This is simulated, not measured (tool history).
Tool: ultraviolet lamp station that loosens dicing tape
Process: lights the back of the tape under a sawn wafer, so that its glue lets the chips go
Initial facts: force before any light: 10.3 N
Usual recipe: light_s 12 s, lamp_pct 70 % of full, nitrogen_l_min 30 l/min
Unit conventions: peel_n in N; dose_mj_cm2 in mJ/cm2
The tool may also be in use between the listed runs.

run,hour,light_s,lamp_pct,nitrogen_l_min,peel_n,dose_mj_cm2
1,0,12,70,30,1.101,486
2,19.4,10,70,30,1.593,410
3,33.7,10,70,30,1.591,411
4,60.2,20,70,30,0.337,823
5,82,23,70,30,0.248,942
6,100.2,23,70,24,0.256,936
7,121.3,10,70,30,1.538,407
8,143.3,12,84,30,0.724,591
9,157.4,12,84,30,0.717,593
10,176.6,12,84,30,0.721,581
11,198.7,12,85,30,0.736,598
12,212.9,12,77,30,0.876,540
13,228.9,12,89,30,0.656,627
14,243.2,12,89,30,0.618,626
# hour 256.9: window cleaned of glue's vapour
15,259.3,11,93,42,0.598,592
16,272.5,17,64,19,0.744,639
17,288.8,17,64,19,0.746,641
18,310,17,64,19,0.749,633
19,332,21,93,11,0.236,1136
20,353,13,62,42,1.066,475
21,364.2,13,62,42,1.073,472
22,379.7,12,73,24,1.099,516
23,406.2,12,92,24,0.648,643
24,425.1,12,92,24,0.665,640
25,437.5,12,92,37,0.543,646
26,451.4,22,79,30,0.202,1010

Branching from run 26: 3 alternative next runs. What would each branch give?
A,466.8,22,79,21,?,?
B,466.8,16,76,39,?,?
C,466.8,11,70,15,?,?

run,peel_n,dose_mj_cm2
A,0.237,1020
B,0.43,712
C,1.681,453
With the hidden condition removed and each run's random variation left untouched, the same runs would have given:
run,peel_n,dose_mj_cm2
A,0.235,1025
B,0.425,715
C,1.667,455

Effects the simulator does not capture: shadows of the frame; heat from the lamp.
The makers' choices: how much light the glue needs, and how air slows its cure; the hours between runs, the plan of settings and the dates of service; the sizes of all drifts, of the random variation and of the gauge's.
